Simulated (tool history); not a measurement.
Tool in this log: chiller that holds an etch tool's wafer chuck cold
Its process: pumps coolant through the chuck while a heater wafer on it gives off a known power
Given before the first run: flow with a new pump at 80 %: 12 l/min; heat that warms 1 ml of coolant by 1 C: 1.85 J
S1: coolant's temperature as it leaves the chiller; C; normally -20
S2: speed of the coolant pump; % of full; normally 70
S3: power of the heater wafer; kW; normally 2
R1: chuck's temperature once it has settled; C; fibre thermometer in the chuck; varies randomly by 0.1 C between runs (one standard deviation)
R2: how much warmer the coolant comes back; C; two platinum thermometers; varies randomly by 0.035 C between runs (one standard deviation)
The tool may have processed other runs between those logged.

run 1 hour=0 | S1=-20 S2=70 S3=2 | R1=3.8 R2=6.78
run 2 hour=57.1 | S1=-20 S2=70 S3=1.979 | R1=3.5 R2=6.7
run 3 hour=111.9 | S1=-20 S2=70 S3=1.979 | R1=3.5 R2=6.71
-- hour=122.8 coolant changed, channels flushed
run 4 hour=180.7 | S1=-20 S2=70 S3=1.979 | R1=1.8 R2=6.75
run 5 hour=245.2 | S1=-25 S2=70 S3=2 | R1=-3.2 R2=6.84
run 6 hour=301.4 | S1=-20 S2=70 S3=2 | R1=1.9 R2=6.9
run 7 hour=332.5 | S1=-20 S2=70 S3=2 | R1=1.9 R2=6.78
run 8 hour=365.1 | S1=-20 S2=70 S3=2 | R1=2 R2=6.78
run 9 hour=427.7 | S1=-20 S2=70 S3=2 | R1=2 R2=6.82
run 10 hour=462.4 | S1=-20 S2=70 S3=2 | R1=2 R2=6.85
run 11 hour=492.2 | S1=-20 S2=70 S3=2 | R1=2 R2=6.92
run 12 hour=534.3 | S1=-20 S2=70 S3=2 | R1=1.9 R2=6.89
run 13 hour=569.6 | S1=-20 S2=70 S3=2 | R1=2.2 R2=6.86
run 14 hour=614.7 | S1=-20 S2=70 S3=2 | R1=2 R2=6.88
run 15 hour=653.2 | S1=-20 S2=65 S3=2 | R1=3.2 R2=7.48
run 16 hour=719.9 | S1=-20 S2=65 S3=2 | R1=3.2 R2=7.46
run 17 hour=782.6 | S1=-20 S2=65 S3=2 | R1=3.3 R2=7.49
run 18 hour=836.9 | S1=-22 S2=93 S3=2 | R1=-3.2 R2=5.14
run 19 hour=901 | S1=-19 S2=93 S3=1.417 | R1=-5.6 R2=3.58
run 20 hour=959 | S1=-28 S2=67 S3=2.843 | R1=4.8 R2=10.34
run 21 hour=1002.6 | S1=-28 S2=67 S3=2.843 | R1=5 R2=10.41
run 22 hour=1065.1 | S1=-28 S2=67 S3=2.843 | R1=4.9 R2=10.44
run 23 hour=1100.9 | S1=-28 S2=67 S3=2.843 | R1=4.9 R2=10.4
run 24 hour=1152.4 | S1=-12 S2=66 S3=2.709 | R1=19.8 R2=10.07
run 25 hour=1194.6 | S1=-20 S2=98 S3=1.488 | R1=-6.3 R2=3.56
run 26 hour=1236.4 | S1=-25 S2=98 S3=1.488 | R1=-11 R2=3.58
run 27 hour=1274.3 | S1=-29 S2=64 S3=2.093 | R1=-3.9 R2=8.15
run 28 hour=1331.8 | S1=-29 S2=64 S3=2.093 | R1=-4.1 R2=8.15
run 29 hour=1368.9 | S1=-15 S2=99 S3=2 | R1=3.8 R2=4.79
run 30 hour=1402.7 | S1=-15 S2=79 S3=2.592 | R1=12.7 R2=7.98
run 31 hour=1454.8 | S1=-12 S2=87 S3=1.408 | R1=2.1 R2=3.9

Alternative continuations, all from the tool just after run 31; predict every row:
run A hour=1483.1 | S1=-21 S2=87 S3=2.734 | R1=? R2=?
run B hour=1483.1 | S1=-11 S2=70 S3=1.791 | R1=? R2=?
run C hour=1483.1 | S1=-16 S2=87 S3=2.646 | R1=? R2=?
run D hour=1483.1 | S1=-13 S2=70 S3=1.096 | R1=? R2=?

run=A R1=6.7 R2=7.59
run=B R1=9.5 R2=6.38
run=C R1=10.8 R2=7.31
run=D R1=-0.6 R2=3.84
Stripped of hidden state, with their random variation kept, the same runs would have yielded:
run=A R1=4.4 R2=6.75
run=B R1=7.9 R2=5.67
run=C R1=8.6 R2=6.49
run=D R1=-1.5 R2=3.41

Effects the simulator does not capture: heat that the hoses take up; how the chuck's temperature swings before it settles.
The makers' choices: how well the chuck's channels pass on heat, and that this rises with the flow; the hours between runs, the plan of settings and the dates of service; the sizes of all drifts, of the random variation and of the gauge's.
